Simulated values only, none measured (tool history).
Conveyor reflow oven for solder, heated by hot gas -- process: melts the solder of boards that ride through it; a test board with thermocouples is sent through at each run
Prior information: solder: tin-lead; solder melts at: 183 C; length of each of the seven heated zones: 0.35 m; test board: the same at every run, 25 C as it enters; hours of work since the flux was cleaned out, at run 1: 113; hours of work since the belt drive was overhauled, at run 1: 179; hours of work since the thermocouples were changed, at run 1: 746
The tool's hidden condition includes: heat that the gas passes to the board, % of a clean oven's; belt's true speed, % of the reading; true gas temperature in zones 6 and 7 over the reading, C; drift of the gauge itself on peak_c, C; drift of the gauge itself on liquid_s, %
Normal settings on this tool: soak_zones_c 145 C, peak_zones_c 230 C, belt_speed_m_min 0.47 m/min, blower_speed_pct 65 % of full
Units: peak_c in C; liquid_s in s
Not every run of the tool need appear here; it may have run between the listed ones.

run   hour  soak_zones_c  peak_zones_c  belt_speed_m_min  blower_speed_pct  hours of work since the flux was cleaned out  hours of work since the belt drive was overhauled  hours of work since the thermocouples were changed  peak_c  liquid_s
  1      0           145           230              0.47                65                                           113                                                179                                                 746   218.8      73.1
  2    6.8           145           230              0.47                65                                           116                                                182                                                 749   218.4      72.4
  3   12.4           145           230              0.47                65                                           119                                                185                                                 752     219      72.1
  4     19           145           230              0.47                65                                           122                                                188                                                 755   218.8      72.6
  5     29           145           235              0.47                65                                           127                                                193                                                 760   223.4        76
  6   35.1           145           230              0.47                65                                           130                                                196                                                 763     219      72.6
  7   42.4           145           230              0.47                65                                           134                                                199                                                 766   218.7      72.9
  8   50.9           145           230              0.47                65                                           138                                                204                                                 770   218.6      72.6
  9   57.6           145           230              0.47                65                                           141                                                207                                                 774   218.6      72.2
 10   63.8           145           230              0.47                65                                           144                                                210                                                 777   218.8      72.5
      68.7  -- belt drive overhauled, speed set with a stopwatch
 11   77.3           145           236              0.47                65                                           149                                                  4                                                 781   224.1      76.6
 12   82.4           143           241             0.441                55                                           151                                                  7                                                 784   228.2      83.7
 13   92.7           143           241             0.441                55                                           156                                                 12                                                 789   228.2      83.6
 14     99           145           232             0.408                65                                           159                                                 15                                                 792   224.2      88.7
     103.5  -- belt drive overhauled, speed set with a stopwatch, once more
 15  110.4           138           230             0.551                65                                           163                                                  3                                                 796   212.6      52.4
 16  118.8           158           230              0.48                65                                           167                                                  7                                                 800   220.2      78.2
 17  128.1           154           232             0.431                71                                           172                                                 12                                                 804   224.6      88.3
 18    136           154           232             0.431                71                                           175                                                 16                                                 808   224.3      88.4
 19  144.5           135           230             0.421                58                                           180                                                 20                                                 812   218.9      76.7
 20  154.4           133           229             0.545                80                                           184                                                 25                                                 817   214.1      53.7
 21    159           133           236             0.545                69                                           187                                                 27                                                 819   217.8      56.2
 22  167.2           158           223              0.47                65                                           191                                                 31                                                 823   214.5      75.2

What if the next run were any one of these 4? Each begins from the tool's condition after run 22:
  A   177           141           230              0.45                57                                           195                                                 36                                                 828       ?         ?
  B   177           145           225              0.47                74                                           195                                                 36                                                 828       ?         ?
  C   177           148           226              0.47                55                                           195                                                 36                                                 828       ?         ?
  D   177           159           223              0.47                75                                           195                                                 36                                                 828       ?         ?

run  peak_c  liquid_s
  A   217.6      72.2
  B   215.3      69.9
  C   213.7      68.3
  D   215.7      77.9
The same runs, with their run-to-run variation unchanged, on a tool lacking any hidden condition would have given:
run  peak_c  liquid_s
  A   216.9      71.7
  B   214.6      69.5
  C   212.9      67.8
  D   214.8      77.4
